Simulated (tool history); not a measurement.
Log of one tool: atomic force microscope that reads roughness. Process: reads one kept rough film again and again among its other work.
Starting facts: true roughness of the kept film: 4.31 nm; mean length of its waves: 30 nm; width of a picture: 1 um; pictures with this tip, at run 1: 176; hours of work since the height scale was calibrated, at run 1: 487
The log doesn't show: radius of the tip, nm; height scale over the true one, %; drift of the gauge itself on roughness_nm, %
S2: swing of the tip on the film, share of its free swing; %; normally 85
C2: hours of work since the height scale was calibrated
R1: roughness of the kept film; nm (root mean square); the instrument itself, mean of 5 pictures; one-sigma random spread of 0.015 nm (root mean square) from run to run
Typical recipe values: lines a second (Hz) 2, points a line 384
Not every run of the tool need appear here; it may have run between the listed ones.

{"run": 1, "hour": 0.0, "lines a second (Hz)": 2, "S2": 85, "points a line": 384, "pictures with this tip": 176, "C2": 487, "R1": 3.482}
{"run": 2, "hour": 23.8, "lines a second (Hz)": 2, "S2": 85, "points a line": 384, "pictures with this tip": 210, "C2": 499, "R1": 3.48}
{"run": 3, "hour": 47.9, "lines a second (Hz)": 2, "S2": 85, "points a line": 384, "pictures with this tip": 244, "C2": 512, "R1": 3.484}
{"run": 4, "hour": 58.6, "lines a second (Hz)": 2, "S2": 85, "points a line": 384, "pictures with this tip": 259, "C2": 518, "R1": 3.47}
{"run": 5, "hour": 78.0, "lines a second (Hz)": 2, "S2": 85, "points a line": 384, "pictures with this tip": 287, "C2": 528, "R1": 3.495}
{"run": 6, "hour": 88.6, "lines a second (Hz)": 2.28, "S2": 85, "points a line": 384, "pictures with this tip": 302, "C2": 534, "R1": 3.471}
{"run": 7, "hour": 103.4, "lines a second (Hz)": 2.28, "S2": 85, "points a line": 384, "pictures with this tip": 323, "C2": 542, "R1": 3.456}
{"run": 8, "hour": 114.1, "lines a second (Hz)": 2.28, "S2": 85, "points a line": 384, "pictures with this tip": 339, "C2": 547, "R1": 3.449}
{"hour": 123.7, "done": "new tip fitted"}
{"run": 9, "hour": 126.3, "lines a second (Hz)": 2.28, "S2": 85, "points a line": 384, "pictures with this tip": 3, "C2": 553, "R1": 3.454}
{"run": 10, "hour": 141.9, "lines a second (Hz)": 2.66, "S2": 85, "points a line": 384, "pictures with this tip": 26, "C2": 562, "R1": 3.408}
{"run": 11, "hour": 155.7, "lines a second (Hz)": 2.66, "S2": 85, "points a line": 384, "pictures with this tip": 45, "C2": 569, "R1": 3.415}
{"run": 12, "hour": 171.1, "lines a second (Hz)": 2, "S2": 85, "points a line": 384, "pictures with this tip": 67, "C2": 577, "R1": 3.476}
{"run": 13, "hour": 196.9, "lines a second (Hz)": 2, "S2": 85, "points a line": 384, "pictures with this tip": 104, "C2": 591, "R1": 3.498}
{"run": 14, "hour": 210.4, "lines a second (Hz)": 2, "S2": 85, "points a line": 384, "pictures with this tip": 124, "C2": 598, "R1": 3.526}
{"run": 15, "hour": 226.0, "lines a second (Hz)": 2, "S2": 85, "points a line": 384, "pictures with this tip": 146, "C2": 606, "R1": 3.498}
{"run": 16, "hour": 249.8, "lines a second (Hz)": 1.92, "S2": 85, "points a line": 384, "pictures with this tip": 180, "C2": 619, "R1": 3.517}
{"run": 17, "hour": 274.6, "lines a second (Hz)": 1.92, "S2": 85, "points a line": 384, "pictures with this tip": 215, "C2": 632, "R1": 3.482}
{"run": 18, "hour": 287.6, "lines a second (Hz)": 1.92, "S2": 85, "points a line": 384, "pictures with this tip": 234, "C2": 639, "R1": 3.496}
{"run": 19, "hour": 300.3, "lines a second (Hz)": 1.92, "S2": 85, "points a line": 384, "pictures with this tip": 252, "C2": 646, "R1": 3.492}
{"run": 20, "hour": 313.8, "lines a second (Hz)": 2, "S2": 85, "points a line": 324, "pictures with this tip": 271, "C2": 653, "R1": 3.462}
{"run": 21, "hour": 331.7, "lines a second (Hz)": 2, "S2": 85, "points a line": 324, "pictures with this tip": 297, "C2": 662, "R1": 3.444}
{"run": 22, "hour": 355.8, "lines a second (Hz)": 0.85, "S2": 85, "points a line": 324, "pictures with this tip": 331, "C2": 675, "R1": 3.607}
{"hour": 370.7, "done": "new tip fitted"}
{"run": 23, "hour": 372.3, "lines a second (Hz)": 0.85, "S2": 85, "points a line": 324, "pictures with this tip": 2, "C2": 683, "R1": 3.603}
{"run": 24, "hour": 387.1, "lines a second (Hz)": 0.85, "S2": 85, "points a line": 324, "pictures with this tip": 23, "C2": 691, "R1": 3.657}
{"run": 25, "hour": 403.6, "lines a second (Hz)": 0.85, "S2": 85, "points a line": 786, "pictures with this tip": 47, "C2": 700, "R1": 3.688}
{"run": 26, "hour": 423.8, "lines a second (Hz)": 2, "S2": 85, "points a line": 384, "pictures with this tip": 76, "C2": 711, "R1": 3.505}
{"run": 27, "hour": 444.6, "lines a second (Hz)": 1.31, "S2": 83, "points a line": 298, "pictures with this tip": 105, "C2": 722, "R1": 3.609}
{"run": 28, "hour": 463.7, "lines a second (Hz)": 0.87, "S2": 64, "points a line": 411, "pictures with this tip": 133, "C2": 732, "R1": 3.743}
{"run": 29, "hour": 485.1, "lines a second (Hz)": 1.85, "S2": 72, "points a line": 467, "pictures with this tip": 163, "C2": 743, "R1": 3.657}
{"run": 30, "hour": 504.5, "lines a second (Hz)": 1.84, "S2": 72, "points a line": 309, "pictures with this tip": 191, "C2": 753, "R1": 3.608}
{"run": 31, "hour": 524.4, "lines a second (Hz)": 1.02, "S2": 59, "points a line": 384, "pictures with this tip": 219, "C2": 764, "R1": 3.746}
{"run": 32, "hour": 550.2, "lines a second (Hz)": 1.38, "S2": 72, "points a line": 384, "pictures with this tip": 256, "C2": 778, "R1": 3.665}
{"run": 33, "hour": 569.6, "lines a second (Hz)": 0.82, "S2": 63, "points a line": 511, "pictures with this tip": 284, "C2": 788, "R1": 3.748}
{"run": 34, "hour": 585.3, "lines a second (Hz)": 1.6, "S2": 66, "points a line": 977, "pictures with this tip": 306, "C2": 796, "R1": 3.709}
{"run": 35, "hour": 596.0, "lines a second (Hz)": 0.54, "S2": 57, "points a line": 430, "pictures with this tip": 322, "C2": 802, "R1": 3.762}
{"hour": 617.7, "done": "new tip fitted"}
{"run": 36, "hour": 620.2, "lines a second (Hz)": 0.57, "S2": 82, "points a line": 325, "pictures with this tip": 4, "C2": 814, "R1": 3.683}
{"run": 37, "hour": 633.3, "lines a second (Hz)": 2, "S2": 82, "points a line": 888, "pictures with this tip": 22, "C2": 821, "R1": 3.576}
{"run": 38, "hour": 652.5, "lines a second (Hz)": 2, "S2": 82, "points a line": 888, "pictures with this tip": 50, "C2": 831, "R1": 3.571}
{"run": 39, "hour": 670.1, "lines a second (Hz)": 2, "S2": 82, "points a line": 888, "pictures with this tip": 75, "C2": 841, "R1": 3.542}
{"run": 40, "hour": 695.4, "lines a second (Hz)": 0.58, "S2": 85, "points a line": 813, "pictures with this tip": 111, "C2": 854, "R1": 3.703}
{"run": 41, "hour": 711.3, "lines a second (Hz)": 1.07, "S2": 87, "points a line": 813, "pictures with this tip": 134, "C2": 863, "R1": 3.618}
{"run": 42, "hour": 727.3, "lines a second (Hz)": 2, "S2": 88, "points a line": 751, "pictures with this tip": 157, "C2": 871, "R1": 3.492}
{"run": 43, "hour": 750.5, "lines a second (Hz)": 2.26, "S2": 55, "points a line": 470, "pictures with this tip": 190, "C2": 883, "R1": 3.687}
{"run": 44, "hour": 765.1, "lines a second (Hz)": 2.26, "S2": 55, "points a line": 470, "pictures with this tip": 211, "C2": 891, "R1": 3.705}
{"run": 45, "hour": 790.6, "lines a second (Hz)": 2.26, "S2": 55, "points a line": 470, "pictures with this tip": 247, "C2": 904, "R1": 3.716}
{"run": 46, "hour": 808.5, "lines a second (Hz)": 2.26, "S2": 55, "points a line": 470, "pictures with this tip": 273, "C2": 914, "R1": 3.734}
{"run": 47, "hour": 821.2, "lines a second (Hz)": 2.26, "S2": 55, "points a line": 470, "pictures with this tip": 291, "C2": 921, "R1": 3.704}
{"run": 48, "hour": 833.7, "lines a second (Hz)": 2, "S2": 56, "points a line": 384, "pictures with this tip": 309, "C2": 927, "R1": 3.741}
{"run": 49, "hour": 852.1, "lines a second (Hz)": 2.15, "S2": 68, "points a line": 384, "pictures with this tip": 335, "C2": 937, "R1": 3.622}
{"hour": 864.8, "done": "new tip fitted"}
{"run": 50, "hour": 871.2, "lines a second (Hz)": 2.15, "S2": 68, "points a line": 384, "pictures with this tip": 9, "C2": 947, "R1": 3.643}
{"run": 51, "hour": 888.0, "lines a second (Hz)": 3.51, "S2": 58, "points a line": 764, "pictures with this tip": 33, "C2": 956, "R1": 3.669}
{"run": 52, "hour": 901.9, "lines a second (Hz)": 3.87, "S2": 75, "points a line": 764, "pictures with this tip": 53, "C2": 963, "R1": 3.49}

Describe how what the log doesn't record of the tool's condition differs between the last listed run preceding each entry between runs and the first listed run following it.
In the gap between runs 8 and 9: new tip fitted (hour 123.7)
  radius of the tip, nm: 7.2 -> 7
In the gap between runs 22 and 23: new tip fitted (hour 370.7)
  radius of the tip, nm: 7.2 -> 7
In the gap between runs 35 and 36: new tip fitted (hour 617.7)
  radius of the tip, nm: 7.2 -> 7
In the gap between runs 49 and 50: new tip fitted (hour 864.8)
  radius of the tip, nm: 7.2 -> 7
